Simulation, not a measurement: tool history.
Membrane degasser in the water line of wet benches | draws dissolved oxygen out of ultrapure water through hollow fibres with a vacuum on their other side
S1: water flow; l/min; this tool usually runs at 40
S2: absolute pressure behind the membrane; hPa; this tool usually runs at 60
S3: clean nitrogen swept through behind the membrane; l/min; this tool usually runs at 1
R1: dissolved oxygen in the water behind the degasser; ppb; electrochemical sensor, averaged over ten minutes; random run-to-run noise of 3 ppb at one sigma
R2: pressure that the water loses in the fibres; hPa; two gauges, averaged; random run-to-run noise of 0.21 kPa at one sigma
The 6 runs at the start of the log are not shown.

| run | day | S1 | S2 | S3 | R1 | R2 |
|---|---|---|---|---|---|---|
| 7 | 18.204 | 40 | 60 | 1 | 323.6 | 525.7 |
| 8 | 21.862 | 25 | 60 | 1 | 186.3 | 328.7 |
| 9 | 24.3 | 25 | 60 | 1 | 185.8 | 328.5 |
| 10 | 26.95 | 25 | 60 | 1 | 185 | 327.9 |
| 11 | 29.233 | 25 | 60 | 1 | 189.6 | 325.1 |
| 12 | 32.138 | 40 | 60 | 1 | 322.8 | 530.4 |
| 13 | 35.933 | 40 | 60 | 1 | 323.4 | 527.8 |
| 14 | 39.958 | 40 | 60 | 1 | 322.1 | 529.6 |
| 15 | 42.371 | 40 | 60 | 1 | 323.1 | 527.2 |
| 16 | 44.638 | 40 | 60 | 1 | 325.4 | 533.4 |
| 17 | 48.171 | 30 | 109.7 | 1 | 520.9 | 400 |
| 18 | 50.517 | 34 | 60 | 1 | 266.7 | 452.5 |
| 19 | 54.146 | 34 | 60 | 1 | 272.4 | 450.1 |
| 20 | 56.55 | 63 | 39.1 | 1.61 | 307 | 837.5 |
| 21 | 60.562 | 32 | 71.7 | 2.57 | 180 | 427.9 |
|  | 62.429 | seals of the vacuum lines changed |
| 22 | 64.667 | 40 | 38.4 | 0.78 | 173.4 | 529.6 |
| 23 | 67.571 | 27 | 86.6 | 0.67 | 463.3 | 363.2 |
| 24 | 70.271 | 40 | 138.2 | 1.57 | 651.1 | 536.1 |
| 25 | 73.433 | 26 | 51.4 | 1 | 150.2 | 348.2 |
| 26 | 75.8 | 49 | 46.3 | 1.07 | 291.6 | 656.3 |
| 27 | 79.729 | 43 | 87.5 | 0.88 | 614.1 | 577.7 |
| 28 | 81.754 | 40 | 37.3 | 1 | 158.2 | 536.9 |

Run 29 comes next. What will it give?
| 29 | 83.471 | 40 | 69.3 | 1 | ? | ? |

Logged for run 29: R1 401.5 ppb, R2 535 hPa.
On a tool with no hidden condition, and with the same random variation, this run would have come out at R1 371 ppb, R2 508.6 hPa.

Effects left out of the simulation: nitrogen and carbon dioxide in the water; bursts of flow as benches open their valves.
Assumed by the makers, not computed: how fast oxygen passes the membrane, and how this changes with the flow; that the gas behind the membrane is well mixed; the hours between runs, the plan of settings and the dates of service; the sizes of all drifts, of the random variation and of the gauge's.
